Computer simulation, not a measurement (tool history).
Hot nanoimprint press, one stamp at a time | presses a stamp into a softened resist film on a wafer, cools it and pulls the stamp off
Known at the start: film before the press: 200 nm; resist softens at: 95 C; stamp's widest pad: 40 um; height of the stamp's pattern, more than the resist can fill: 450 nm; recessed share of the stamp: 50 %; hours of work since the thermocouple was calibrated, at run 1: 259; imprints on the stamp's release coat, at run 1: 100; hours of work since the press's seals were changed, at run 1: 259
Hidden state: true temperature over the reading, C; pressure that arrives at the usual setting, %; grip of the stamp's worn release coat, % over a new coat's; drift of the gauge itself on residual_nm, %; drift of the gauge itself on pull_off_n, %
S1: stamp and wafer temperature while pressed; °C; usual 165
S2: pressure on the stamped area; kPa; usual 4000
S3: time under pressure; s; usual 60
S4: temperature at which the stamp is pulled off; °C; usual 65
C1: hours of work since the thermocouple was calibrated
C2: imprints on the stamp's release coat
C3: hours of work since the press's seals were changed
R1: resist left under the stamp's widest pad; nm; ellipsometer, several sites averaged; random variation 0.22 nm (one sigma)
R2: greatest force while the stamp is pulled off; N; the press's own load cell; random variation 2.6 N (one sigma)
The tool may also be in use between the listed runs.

run,day,S1,S2,S3,S4,C1,C2,C3,R1,R2
1,0,165,4000,60,65,259,100,259,102.6,207
2,0.5,165,4450,60,65,268,159,268,97,207
3,0.933,165,4000,93,65,276,211,276,89.5,211
4,1.254,165,2940,60,65,282,249,282,119.5,209
5,1.867,165,4000,60,65,293,322,293,102.9,211
6,2.204,165,4000,60,65,299,362,299,102.9,212
7,2.608,165,4000,60,65,307,410,307,103.1,209
8,2.95,165,4000,70,65,313,451,313,98.8,208
9,3.596,165,4000,70,65,325,528,325,98.2,209
# day 4.033: plate thermocouple calibrated
10,4.075,165,4000,60,65,1,570,332,103,208
11,4.554,165,4000,60,65,10,627,340,103.8,210
12,4.917,165,4000,60,65,16,670,347,104,209
13,5.546,165,4000,60,65,28,745,359,103.9,208
# day 6.033: stamp cleaned and given a new release coat
14,6.279,165,4000,60,65,37,30,368,103.7,211
15,7.025,165,4000,60,65,51,118,381,104.2,214
16,7.533,171,2880,60,65,60,179,391,100.7,212
17,8.121,171,2880,77,66,71,249,402,92.9,205
18,8.517,165,4640,60,65,78,296,409,96.9,209
19,8.908,157,4000,60,51,85,343,416,136.9,289
# day 9.029: gauge calibrated
20,9.35,157,4000,60,51,93,395,424,134.7,288
21,9.867,165,4130,90,65,103,457,434,88.7,213
22,10.321,158,5430,90,65,111,511,442,100.6,211
23,10.638,158,5430,90,65,117,548,448,100.9,209
24,11.175,158,5430,90,65,127,613,458,100.4,210
25,11.912,163,3420,60,55,141,700,472,119.9,266
# day 12.754: stamp cleaned and given a new release coat
26,12.754,155,6250,33,55,152,0,483,138.8,263
27,13.325,165,4000,50,65,162,68,493,109.6,210
28,14.021,165,4000,50,65,175,150,506,109.8,207
29,14.754,165,4000,50,65,189,238,519,110.2,209

5 ways to go on from here, each from the tool as it stands after run 29. What would each give?
A,15.329,165,4000,50,56,199,307,530,?,?
B,15.329,165,2780,105,65,199,307,530,?,?
C,15.329,161,6220,60,66,199,307,530,?,?
D,15.329,165,4060,35,61,199,307,530,?,?
E,15.329,176,5090,95,65,199,307,530,?,?

run,R1,R2
A,110.4,258
B,105.4,207
C,95.8,204
D,121.1,231
E,51.6,210
Without the tool's hidden state the same runs would have given:
run,R1,R2
A,109.1,257
B,104.2,206
C,94.6,203
D,119.7,230
E,51,210
